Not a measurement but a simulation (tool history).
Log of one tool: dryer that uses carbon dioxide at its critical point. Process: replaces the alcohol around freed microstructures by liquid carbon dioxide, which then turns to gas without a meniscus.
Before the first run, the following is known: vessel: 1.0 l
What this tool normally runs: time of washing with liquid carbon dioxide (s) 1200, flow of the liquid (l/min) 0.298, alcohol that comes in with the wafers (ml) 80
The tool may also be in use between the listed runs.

run,hour,time of washing with liquid carbon dioxide (s),flow of the liquid (l/min),alcohol that comes in with the wafers (ml),alcohol left in the vessel before it's heated (ppm by volume)
1,0.0,1200,0.298,80,660
2,15.7,1200,0.298,80,680
3,35.0,1260,0.298,80,580
4,62.2,1200,0.298,31,314
5,76.4,1200,0.298,31,334
6,99.7,1200,0.298,31,360
7,121.8,1200,0.298,31,383
8,149.8,1200,0.298,80,1038
# hour 153.4: inlet filter changed
9,172.4,1200,0.298,80,601
10,189.5,1200,0.298,80,632
11,208.8,1200,0.298,80,659
12,235.6,1200,0.298,80,708
13,247.9,1200,0.298,80,784
14,267.9,1200,0.298,42,435
15,288.1,1200,0.298,42,469
16,312.8,1200,0.298,80,915
17,340.2,1200,0.298,80,949
# hour 358.2: inlet filter changed
18,364.4,1020,0.298,80,1172
19,377.5,1200,0.298,80,595
20,398.0,1200,0.298,80,654
21,414.4,1200,0.298,80,670
22,429.1,1200,0.192,80,3816
23,451.8,1200,0.192,80,4061
24,469.8,1200,0.192,25,1306
25,495.4,1200,0.192,25,1389
26,511.8,1500,0.185,107,3398
27,529.3,1200,0.298,79,966
28,548.6,1500,0.378,104,168
# hour 563.6: inlet filter changed
29,570.6,1500,0.378,104,123
30,595.9,1500,0.191,27,615
31,612.7,1200,0.236,41,971
32,628.5,1200,0.236,41,1004
33,639.9,1200,0.424,80,178
34,658.9,1200,0.424,80,180
35,672.5,1560,0.251,80,565
36,700.2,1200,0.298,34,446
37,727.2,1200,0.236,67,2025
38,750.9,960,0.298,80,2489
39,765.0,1440,0.486,80,106
# hour 768.6: inlet filter changed
40,777.5,1140,0.336,27,231
41,789.3,1200,0.306,108,782
42,801.7,1320,0.306,108,525
43,814.6,1200,0.298,38,392
44,827.1,1200,0.298,38,409
45,846.6,1680,0.208,22,333
46,873.0,1800,0.406,22,111
47,896.8,1800,0.406,22,107

Pick out some run-to-run changes in alcohol left in the vessel before it's heated (ppm by volume). Of each, how much would a tool without hidden state show as well, from the settings, what came in and chance, and how much is left for the hidden state and any gauge scatter not in both results compared?
Hidden state present: flow that reaches the vessel past the clogged filter, %; alcohol in the recycled carbon dioxide, ppm; drift of the gauge itself on alcohol_ppm, %.
Run 21 -> 22: flow of the liquid (l/min) 0.298 -> 0.192. alcohol left in the vessel before it's heated (ppm by volume) +3146: hidden state +417, all else +2729.
Run 23 -> 24: alcohol that comes in with the wafers (ml) 80 -> 25. alcohol left in the vessel before it's heated (ppm by volume) -2755: hidden state -448, all else -2307.
Run 25 -> 26: time of washing with liquid carbon dioxide (s) 1200 -> 1500, flow of the liquid (l/min) 0.192 -> 0.185, alcohol that comes in with the wafers (ml) 25 -> 107. alcohol left in the vessel before it's heated (ppm by volume) +2009: hidden state +747, all else +1262.
Run 26 -> 27: time of washing with liquid carbon dioxide (s) 1500 -> 1200, flow of the liquid (l/min) 0.185 -> 0.298, alcohol that comes in with the wafers (ml) 107 -> 79. alcohol left in the vessel before it's heated (ppm by volume) -2432: hidden state -691, all else -1741.
Run 38 -> 39: time of washing with liquid carbon dioxide (s) 960 -> 1440, flow of the liquid (l/min) 0.298 -> 0.486. alcohol left in the vessel before it's heated (ppm by volume) -2383: hidden state -943, all else -1440.
